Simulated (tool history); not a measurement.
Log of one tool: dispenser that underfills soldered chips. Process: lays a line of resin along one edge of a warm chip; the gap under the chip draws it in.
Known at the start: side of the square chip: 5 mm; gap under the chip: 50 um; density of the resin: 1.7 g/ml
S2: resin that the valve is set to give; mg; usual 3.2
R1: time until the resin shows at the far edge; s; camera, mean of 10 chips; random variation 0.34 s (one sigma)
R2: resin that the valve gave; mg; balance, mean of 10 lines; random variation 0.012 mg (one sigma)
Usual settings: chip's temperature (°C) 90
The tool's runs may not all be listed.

Run 1, hour 0: usual settings. Result: R1 17.8 s, R2 3 mg.
At hour 5.5: new syringe of resin.
Run 2, hour 11.2: usual settings. Result: R1 21 s, R2 2.99 mg.
At hour 12.7: dispensing valve cleaned and set on the balance.
At hour 14.4: new syringe of resin.
At hour 22.4: new syringe of resin.
Run 3, hour 23.5: usual settings. Result: R1 16.5 s, R2 3.18 mg.
At hour 30.4: new syringe of resin.
Run 4, hour 33.5: usual settings. Result: R1 18.1 s, R2 3.15 mg.
At hour 38.3: new syringe of resin.
Run 5, hour 42.6: usual settings but chip's temperature (°C) 89. Result: R1 20.2 s, R2 3.16 mg.
At hour 46.2: new syringe of resin.
Run 6, hour 49.9: usual settings but chip's temperature (°C) 89. Result: R1 20 s, R2 3.13 mg.
At hour 54: new syringe of resin.
Run 7, hour 55.4: usual settings but chip's temperature (°C) 89. Result: R1 16.9 s, R2 3.13 mg.
Run 8, hour 60.7: usual settings. Result: R1 21.8 s, R2 3.11 mg.
At hour 62: new syringe of resin.
Run 9, hour 66.1: usual settings. Result: R1 18.7 s, R2 3.12 mg.
At hour 70.3: new syringe of resin.
Run 10, hour 75.8: usual settings. Result: R1 21 s, R2 3.1 mg.
At hour 78.1: new syringe of resin.
At hour 86.2: new syringe of resin.
Run 11, hour 86.4: usual settings. Result: R1 14.1 s, R2 3.12 mg.
At hour 94.3: new syringe of resin.
Run 12, hour 96: usual settings. Result: R1 17 s, R2 3.08 mg.
At hour 102.3: new syringe of resin.
Run 13, hour 104.9: usual settings. Result: R1 17.4 s, R2 3.06 mg.
At hour 110.5: new syringe of resin.
Run 14, hour 112.6: usual settings but chip's temperature (°C) 76, S2 4.15 mg. Result: R1 28 s, R2 3.95 mg.
At hour 118.6: new syringe of resin.
Run 15, hour 122.8: usual settings but chip's temperature (°C) 94, S2 3.04 mg. Result: R1 16.5 s, R2 2.89 mg.
At hour 126.6: new syringe of resin.
Run 16, hour 132.6: usual settings but S2 3.02 mg. Result: R1 21.6 s, R2 2.85 mg.
At hour 134.7: new syringe of resin.
At hour 142.7: new syringe of resin.
Run 17, hour 143.6: usual settings but chip's temperature (°C) 99, S2 3.33 mg. Result: R1 11.4 s, R2 3.12 mg.
At hour 149: dispensing valve cleaned and set on the balance.
At hour 151.8: new syringe of resin.
Run 18, hour 155.1: usual settings but chip's temperature (°C) 87, S2 4.14 mg. Result: R1 20.2 s, R2 4.14 mg.

The next listed run, before its measurement:
At hour 159.7: new syringe of resin.
Run 19, hour 162.8: usual settings but chip's temperature (°C) 79, S2 4.17 mg. Result: R1 ?, R2 ?.

{"run 19": {"R1": 26, "R2": 4.15}}
Without the tool's hidden state the same run would have given R1 23.2 s, R2 4.18 mg.

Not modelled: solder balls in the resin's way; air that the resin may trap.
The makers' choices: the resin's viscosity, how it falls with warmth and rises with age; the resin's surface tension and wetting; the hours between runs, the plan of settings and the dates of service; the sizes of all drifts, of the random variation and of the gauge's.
